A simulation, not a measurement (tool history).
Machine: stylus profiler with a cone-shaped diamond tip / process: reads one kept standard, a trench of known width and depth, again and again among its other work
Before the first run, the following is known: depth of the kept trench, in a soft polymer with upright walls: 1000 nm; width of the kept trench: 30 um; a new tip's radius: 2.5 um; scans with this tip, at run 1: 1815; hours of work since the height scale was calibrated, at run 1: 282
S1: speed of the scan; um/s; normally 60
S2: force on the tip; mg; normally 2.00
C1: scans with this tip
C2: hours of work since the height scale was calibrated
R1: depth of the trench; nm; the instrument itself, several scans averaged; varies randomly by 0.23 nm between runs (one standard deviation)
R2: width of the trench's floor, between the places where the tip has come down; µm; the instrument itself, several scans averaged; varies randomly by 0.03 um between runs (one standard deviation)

run   hour   S1    S2    C1   C2       R1     R2
  1    0.0   60  2.00  1815  282  1014.85  25.42
  2   20.2   60  2.00  1907  296  1015.11  25.47
  3   34.4   60  2.00  1972  306  1015.51  25.46
  4   46.2   60  2.00  2025  315  1015.00  25.44
  5   58.7  100  2.00  2082  323  1015.49  25.32
  6   72.4   19  2.00  2145  333  1015.13  25.56
  7   87.1   19  2.00  2211  344  1015.45  25.55
  8  105.8   19  2.00  2297  357  1015.33  25.54
  9  119.5   19  2.00  2359  366  1015.49  25.49
 10  138.6   19  2.00  2446  380  1015.48  25.48
 11  151.4  177  2.00  2504  389  1015.15  25.13
 12  174.5  177  2.00  2609  405  1015.42  25.01
 13  184.2   37  2.00  2653  412  1015.48  25.40
 14  193.9   15  0.76  2697  419  1008.55  25.44
 15  213.7   15  0.76  2788  433  1008.98  25.43
 16  234.8   15  0.76  2883  448  1008.95  25.44
 17  249.8   16  2.08  2952  459  1015.93  25.43
 18  271.1   16  2.08  3049  474  1016.36  25.46
 19  290.0   60  5.67  3135  487  1030.25  25.33
 20  306.8   34  2.71  3211  499  1019.58  25.29
 21  323.4   50  4.53  3287  511  1026.23  25.36
 22  338.5   50  4.53  3356  521  1026.46  25.27
 23  356.7  176  4.33  3438  534  1025.23  25.01
 24  372.7   60  1.84  3511  545  1015.63  25.26

Each row is a separate what-if for the run after 24, all from the same tool condition, not one after another. Results?
  A  385.2  60  1.61  3568  554   ?   ?
  B  385.2  39  5.18  3568  554   ?   ?
  C  385.2  60  2.80  3568  554   ?   ?

run       R1     R2
  A  1014.43  25.14
  B  1028.68  25.31
  C  1019.99  25.23
With no hidden state in the tool, these same runs would have given:
run       R1     R2
  A  1012.05  25.75
  B  1026.27  25.92
  C  1017.60  25.84

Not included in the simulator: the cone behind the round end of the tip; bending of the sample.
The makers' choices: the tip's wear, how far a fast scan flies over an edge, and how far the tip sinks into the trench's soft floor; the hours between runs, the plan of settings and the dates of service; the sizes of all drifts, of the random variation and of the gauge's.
